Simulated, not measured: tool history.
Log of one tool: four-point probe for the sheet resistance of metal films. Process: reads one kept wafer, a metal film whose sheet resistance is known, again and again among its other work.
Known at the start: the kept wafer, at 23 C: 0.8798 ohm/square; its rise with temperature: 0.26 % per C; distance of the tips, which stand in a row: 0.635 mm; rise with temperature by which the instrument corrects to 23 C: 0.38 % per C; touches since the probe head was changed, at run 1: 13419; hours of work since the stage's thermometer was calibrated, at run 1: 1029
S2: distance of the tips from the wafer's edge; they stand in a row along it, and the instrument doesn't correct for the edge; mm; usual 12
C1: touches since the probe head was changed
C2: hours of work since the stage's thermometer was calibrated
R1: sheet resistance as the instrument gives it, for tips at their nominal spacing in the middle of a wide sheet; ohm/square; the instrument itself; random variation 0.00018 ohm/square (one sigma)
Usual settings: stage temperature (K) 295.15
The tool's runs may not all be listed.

Run 1, hour 0: usual settings; C1 13419; C2 1029. Result: R1 0.886228 ohm/square.
Run 2, hour 11.1: usual settings but stage temperature (K) 302.15; C1 13796; C2 1035. Result: R1 0.878938 ohm/square.
Run 3, hour 29.3: usual settings but stage temperature (K) 303.15; C1 14416; C2 1046. Result: R1 0.877963 ohm/square.
Run 4, hour 50.6: usual settings but stage temperature (K) 303.15; C1 15144; C2 1058. Result: R1 0.877909 ohm/square.
Run 5, hour 71.6: usual settings; C1 15859; C2 1070. Result: R1 0.886119 ohm/square.
Run 6, hour 80.8: usual settings; C1 16174; C2 1075. Result: R1 0.886327 ohm/square.
Run 7, hour 101.2: usual settings but S2 17 mm; C1 16867; C2 1087. Result: R1 0.885429 ohm/square.
Run 8, hour 110.4: usual settings but S2 17 mm; C1 17180; C2 1092. Result: R1 0.885309 ohm/square.
Run 9, hour 129.9: usual settings but S2 17 mm; C1 17844; C2 1104. Result: R1 0.885571 ohm/square.
Run 10, hour 150.7: usual settings; C1 18554; C2 1116. Result: R1 0.886552 ohm/square.
Run 11, hour 164: usual settings; C1 19007; C2 1123. Result: R1 0.886324 ohm/square.
Run 12, hour 173.4: usual settings but S2 13 mm; C1 19329; C2 1129. Result: R1 0.886112 ohm/square.
Run 13, hour 185.3: usual settings but S2 13 mm; C1 19733; C2 1135. Result: R1 0.885827 ohm/square.
Run 14, hour 202.9: usual settings but S2 13 mm; C1 20334; C2 1146. Result: R1 0.886088 ohm/square.
Run 15, hour 218.7: usual settings but S2 13 mm; C1 20871; C2 1155. Result: R1 0.88633 ohm/square.
Run 16, hour 235: usual settings but S2 13 mm; C1 21427; C2 1164. Result: R1 0.88623 ohm/square.
Run 17, hour 255.2: usual settings but stage temperature (K) 307.15, S2 13 mm; C1 22116; C2 1176. Result: R1 0.874354 ohm/square.
Run 18, hour 269.8: usual settings but stage temperature (K) 307.15, S2 13 mm; C1 22612; C2 1184. Result: R1 0.874154 ohm/square.
Run 19, hour 284.4: usual settings but stage temperature (K) 293.15; C1 23109; C2 1192. Result: R1 0.888468 ohm/square.
Run 20, hour 295.9: usual settings; C1 23504; C2 1199. Result: R1 0.886634 ohm/square.
Run 21, hour 311.6: usual settings; C1 24036; C2 1208. Result: R1 0.886413 ohm/square.
Run 22, hour 322.9: usual settings; C1 24421; C2 1214. Result: R1 0.886457 ohm/square.
Run 23, hour 341.3: usual settings; C1 25048; C2 1225. Result: R1 0.886496 ohm/square.
Run 24, hour 361.4: usual settings but stage temperature (K) 296.15, S2 54 mm; C1 25733; C2 1237. Result: R1 0.88407 ohm/square.
Run 25, hour 378.7: usual settings but stage temperature (K) 299.15, S2 16 mm; C1 26322; C2 1247. Result: R1 0.881487 ohm/square.
Run 26, hour 398.4: usual settings but stage temperature (K) 299.15, S2 16 mm; C1 26994; C2 1258. Result: R1 0.881921 ohm/square.
Run 27, hour 412.7: usual settings but stage temperature (K) 299.15, S2 67 mm; C1 27482; C2 1266. Result: R1 0.88122 ohm/square.
Run 28, hour 422.4: usual settings but stage temperature (K) 299.15, S2 67 mm; C1 27813; C2 1272. Result: R1 0.881028 ohm/square.
At hour 424.9: stage's thermometer calibrated.
Run 29, hour 442.1: usual settings but stage temperature (K) 299.15, S2 67 mm; C1 28469; C2 10. Result: R1 0.881045 ohm/square.
Run 30, hour 461.6: usual settings but stage temperature (K) 292.15, S2 9 mm; C1 29131; C2 21. Result: R1 0.891235 ohm/square.
Run 31, hour 474.9: usual settings but stage temperature (K) 296.15, S2 14 mm; C1 29585; C2 29. Result: R1 0.885313 ohm/square.
Run 32, hour 494.1: usual settings but stage temperature (K) 305.15, S2 9 mm; C1 30239; C2 40. Result: R1 0.877112 ohm/square.
At hour 509.6: stage's thermometer calibrated, once more.
Run 33, hour 515.9: usual settings but stage temperature (K) 303.15, S2 9 mm; C1 30966; C2 4. Result: R1 0.880056 ohm/square.
Run 34, hour 537.6: usual settings but stage temperature (K) 296.15, S2 34 mm; C1 31704; C2 16. Result: R1 0.884932 ohm/square.
Run 35, hour 551.2: usual settings but stage temperature (K) 296.15, S2 34 mm; C1 32169; C2 24. Result: R1 0.885111 ohm/square.

Run 36 comes next. What will it give?
Run 36, hour 566.9: usual settings but stage temperature (K) 296.15, S2 34 mm; C1 32703; C2 33. Result: R1 ?.

{"run 36": {"R1": 0.885152}}
Without the tool's hidden state the same run would have given R1 0.880136 ohm/square.

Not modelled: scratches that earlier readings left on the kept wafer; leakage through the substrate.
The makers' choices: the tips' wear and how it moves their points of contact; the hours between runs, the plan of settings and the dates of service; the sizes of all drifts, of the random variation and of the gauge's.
